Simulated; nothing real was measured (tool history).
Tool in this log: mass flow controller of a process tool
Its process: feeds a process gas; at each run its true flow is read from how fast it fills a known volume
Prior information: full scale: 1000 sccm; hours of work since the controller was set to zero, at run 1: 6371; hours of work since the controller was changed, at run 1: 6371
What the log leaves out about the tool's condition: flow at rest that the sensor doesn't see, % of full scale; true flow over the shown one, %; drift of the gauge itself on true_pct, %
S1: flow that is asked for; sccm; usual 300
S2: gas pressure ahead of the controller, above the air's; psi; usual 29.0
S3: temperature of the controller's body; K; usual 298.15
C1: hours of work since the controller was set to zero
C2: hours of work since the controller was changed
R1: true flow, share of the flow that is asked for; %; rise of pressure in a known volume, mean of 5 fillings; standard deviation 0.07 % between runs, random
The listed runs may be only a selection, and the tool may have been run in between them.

run,day,S1,S2,S3,C1,C2,R1
1,0.000,300,29.0,298.15,6371,6371,93.80
2,4.838,300,29.0,298.15,6414,6414,93.65
# day 9.850: controller exchanged for a calibrated one
3,9.850,300,29.0,298.15,0,0,98.67
4,14.696,300,29.0,298.15,43,43,98.55
5,20.992,300,29.0,298.15,98,98,98.38
6,25.196,300,29.0,298.15,136,136,98.44
7,31.188,300,29.0,298.15,189,189,98.36
8,34.854,300,22.8,298.15,221,221,98.40
9,42.125,300,29.0,298.15,285,285,98.34
10,48.742,300,29.0,298.15,344,344,98.27
11,54.571,702,29.0,298.15,395,395,99.09
12,60.458,702,29.0,298.15,447,447,99.08
13,66.917,702,29.0,298.15,504,504,99.01
14,74.708,702,29.0,298.15,573,573,98.87
15,79.633,702,29.0,298.15,617,617,98.99
16,86.412,702,29.0,298.15,677,677,98.90
17,89.975,300,33.1,298.15,708,708,97.89
18,96.383,300,33.1,298.15,765,765,97.91
19,99.904,300,29.0,298.15,796,796,98.08
20,104.396,300,27.7,298.15,836,836,98.00
21,107.804,300,27.7,298.15,866,866,97.98
22,113.975,691,32.2,308.15,920,920,99.38
23,119.108,691,20.5,299.15,966,966,98.75
24,124.462,691,20.5,299.15,1013,1013,98.93
25,131.275,117,23.4,310.15,1073,1073,97.57
26,138.388,171,28.3,296.15,1136,1136,97.02
27,145.554,171,28.3,296.15,1199,1199,96.90
28,152.421,189,29.0,298.15,1260,1260,97.14
29,156.667,300,29.0,293.15,1297,1297,97.19

Run 30 is up next; what results do you expect?
30,162.988,300,29.0,293.15,1353,1353,?

Run 30 produced R1 97.27 %.
If the tool had no hidden condition, the same run with the same run-to-run variation would have returned R1 98.47 %.

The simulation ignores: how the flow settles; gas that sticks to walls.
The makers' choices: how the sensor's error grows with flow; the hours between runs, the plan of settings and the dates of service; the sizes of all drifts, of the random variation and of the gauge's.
